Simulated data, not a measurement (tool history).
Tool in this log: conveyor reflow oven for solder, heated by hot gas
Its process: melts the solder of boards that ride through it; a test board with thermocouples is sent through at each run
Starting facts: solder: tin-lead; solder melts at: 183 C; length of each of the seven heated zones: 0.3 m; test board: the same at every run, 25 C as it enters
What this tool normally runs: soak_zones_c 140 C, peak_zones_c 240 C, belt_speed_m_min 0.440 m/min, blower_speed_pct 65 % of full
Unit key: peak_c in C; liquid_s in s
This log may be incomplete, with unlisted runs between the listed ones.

run,hour,soak_zones_c,peak_zones_c,belt_speed_m_min,blower_speed_pct,peak_c,liquid_s
1,0.0,140,240,0.440,65,215.5,58.9
2,18.7,140,240,0.440,65,215.0,58.6
3,32.4,140,240,0.440,73,217.9,61.9
4,41.1,140,240,0.440,73,217.9,60.7
5,60.2,140,240,0.440,73,218.3,61.9
6,79.1,140,240,0.407,65,217.6,66.9
7,93.5,140,240,0.454,65,214.1,55.1
8,108.6,140,240,0.454,65,213.4,55.4
9,126.2,140,240,0.454,65,213.2,55.1
10,135.3,140,240,0.480,65,211.1,49.6
11,153.4,140,240,0.440,85,221.6,65.4
12,170.9,140,245,0.440,85,225.3,67.0
13,186.9,140,245,0.440,85,225.2,67.6
14,199.6,140,245,0.440,85,225.0,67.8
15,207.6,126,245,0.440,85,223.0,60.3
16,217.9,126,245,0.440,85,222.7,60.3
17,234.1,143,240,0.479,65,211.9,51.0
18,251.1,140,233,0.376,65,214.9,68.4
19,268.3,153,240,0.440,65,217.6,67.2
20,277.5,140,235,0.366,82,221.8,79.7
21,292.5,140,248,0.470,82,224.7,62.3
22,311.3,128,240,0.440,72,214.2,53.9
23,325.7,128,240,0.440,72,214.1,53.7
24,341.2,127,245,0.440,65,214.7,52.9
25,359.0,140,234,0.399,65,213.8,63.6
26,370.9,140,234,0.399,65,213.0,63.5
27,384.1,147,231,0.463,84,212.3,58.3
# hour 404.4: flux residue cleaned out of gas plates and filters
28,404.8,148,228,0.369,56,211.6,71.2
29,423.2,140,243,0.369,56,221.7,78.1
30,435.6,140,243,0.369,56,221.8,77.2
31,447.6,140,243,0.369,56,221.7,78.0

The same runs without the tool's hidden state, with the same run-to-run variation:
Unlogged tool condition in this case: heat that the gas passes to the board, % of a clean oven's; belt's true speed, % of the reading; true gas temperature in zones 6 and 7 over the reading, C; drift of the gauge itself on peak_c, C; drift of the gauge itself on liquid_s, %.
run,peak_c,liquid_s
1,216.1,59.4
2,215.6,59.3
3,218.6,62.5
4,218.7,61.3
5,219.1,62.6
6,218.3,67.5
7,215.0,55.9
8,214.3,56.3
9,214.2,56.0
10,212.2,50.8
11,222.7,66.2
12,226.5,67.7
13,226.5,68.3
14,226.3,68.6
15,224.5,61.4
16,224.2,61.5
17,213.3,52.4
18,215.8,69.5
19,218.7,68.2
20,222.8,80.6
21,226.4,63.4
22,215.9,55.6
23,215.8,55.5
24,216.5,54.6
25,215.0,65.0
26,214.3,65.0
27,213.9,59.9
28,210.9,69.9
29,221.0,77.0
30,221.1,76.1
31,221.0,76.9
